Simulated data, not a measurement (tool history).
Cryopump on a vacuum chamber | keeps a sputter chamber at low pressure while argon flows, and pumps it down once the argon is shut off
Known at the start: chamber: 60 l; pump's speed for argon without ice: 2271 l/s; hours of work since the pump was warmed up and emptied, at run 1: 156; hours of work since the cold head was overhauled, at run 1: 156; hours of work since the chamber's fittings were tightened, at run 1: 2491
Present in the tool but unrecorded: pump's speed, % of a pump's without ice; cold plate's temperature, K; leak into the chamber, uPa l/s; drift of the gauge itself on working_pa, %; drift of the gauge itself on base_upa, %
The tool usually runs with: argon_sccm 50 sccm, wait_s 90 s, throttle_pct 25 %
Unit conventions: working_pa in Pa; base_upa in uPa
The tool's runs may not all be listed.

run	day	argon_sccm	wait_s	throttle_pct	hours of work since the pump was warmed up and emptied	hours of work since the cold head was overhauled	hours of work since the chamber's fittings were tightened	working_pa	base_upa
1	0	50	90	25	156	156	2491	0.1515	1.3
2	0.596	50	90	25	166	166	2500	0.152	1.26
3	1.604	50	52	25	182	182	2516	0.1514	1.58
4	2.221	50	52	25	192	192	2526	0.1522	1.6
5	2.933	50	42	25	203	203	2538	0.1526	1.82
6	3.529	31	90	25	213	213	2547	0.0949	1.28
7	4.458	31	94	25	228	228	2562	0.0943	1.31
8	5.638	31	128	25	246	246	2581	0.0948	1.21
9	6.862	50	35	25	266	266	2601	0.1543	2.02
10	7.567	50	90	25	277	277	2612	0.153	1.42
11	8.617	50	90	21	294	294	2629	0.1823	1.41
12	9.783	50	90	21	313	313	2648	0.1815	1.43
13	10.45	20	90	21	324	324	2658	0.0735	1.39
14	11.125	20	90	21	334	334	2669	0.0727	1.41
15	12.121	20	90	21	350	350	2685	0.0738	1.48
16	13.362	46	90	25	370	370	2705	0.1423	1.44
17	14.742	46	90	25	392	392	2727	0.143	1.41
18	15.667	46	21	29	407	407	2742	0.1246	2.88
# day 16.329: pump warmed up, emptied and cooled again
19	16.85	21	21	22	8	423	2757	0.0711	2.71
20	17.488	21	37	17	19	433	2768	0.093	1.91
21	18.383	28	90	22	33	447	2782	0.0959	1.35
22	19.571	41	84	37	52	467	2801	0.0832	1.39
23	20.888	41	84	37	73	488	2822	0.0839	1.37
24	22.271	41	84	37	95	510	2844	0.0834	1.41
25	23.133	100	90	25	109	524	2858	0.3001	1.4
26	24.112	23	201	25	125	539	2874	0.0693	1.2
27	25.071	23	201	25	140	555	2889	0.0687	1.16
28	26.212	20	201	25	158	573	2908	0.0613	1.17
29	27.038	20	201	32	172	586	2921	0.048	1.15
30	28.275	20	201	32	192	606	2941	0.0473	1.21
31	29.342	50	221	39	209	623	2958	0.098	1.21
32	30.079	50	221	39	220	635	2970	0.0993	1.27
33	30.904	50	221	39	234	648	2983	0.0996	1.23
34	31.817	50	221	39	248	663	2997	0.1008	1.23

For some of the steps in working_pa from one run to the next: how much would appear even if the tool had no hidden state, given the settings, what came in and random variation, and how much remains for the hidden state plus any gauge scatter that the measured result and the result without hidden state don't share?
Run 12 -> 13: argon_sccm 50 -> 20. working_pa -0.108 Pa: hidden state -0.0028, all else -0.1052.
Run 15 -> 16: argon_sccm 20 -> 46, throttle_pct 21 -> 25. working_pa +0.0685 Pa: hidden state +0.0032, all else +0.0653.
Run 18 -> 19: argon_sccm 46 -> 21, throttle_pct 29 -> 22, pump warmed up, emptied and cooled again. working_pa -0.0535 Pa: hidden state -0.0059, all else -0.0476.
Run 24 -> 25: argon_sccm 41 -> 100, wait_s 84 -> 90, throttle_pct 37 -> 25. working_pa +0.2167 Pa: hidden state +0.0023, all else +0.2144.
Run 25 -> 26: argon_sccm 100 -> 23, wait_s 90 -> 201. working_pa -0.2308 Pa: hidden state -0.0026, all else -0.2282.

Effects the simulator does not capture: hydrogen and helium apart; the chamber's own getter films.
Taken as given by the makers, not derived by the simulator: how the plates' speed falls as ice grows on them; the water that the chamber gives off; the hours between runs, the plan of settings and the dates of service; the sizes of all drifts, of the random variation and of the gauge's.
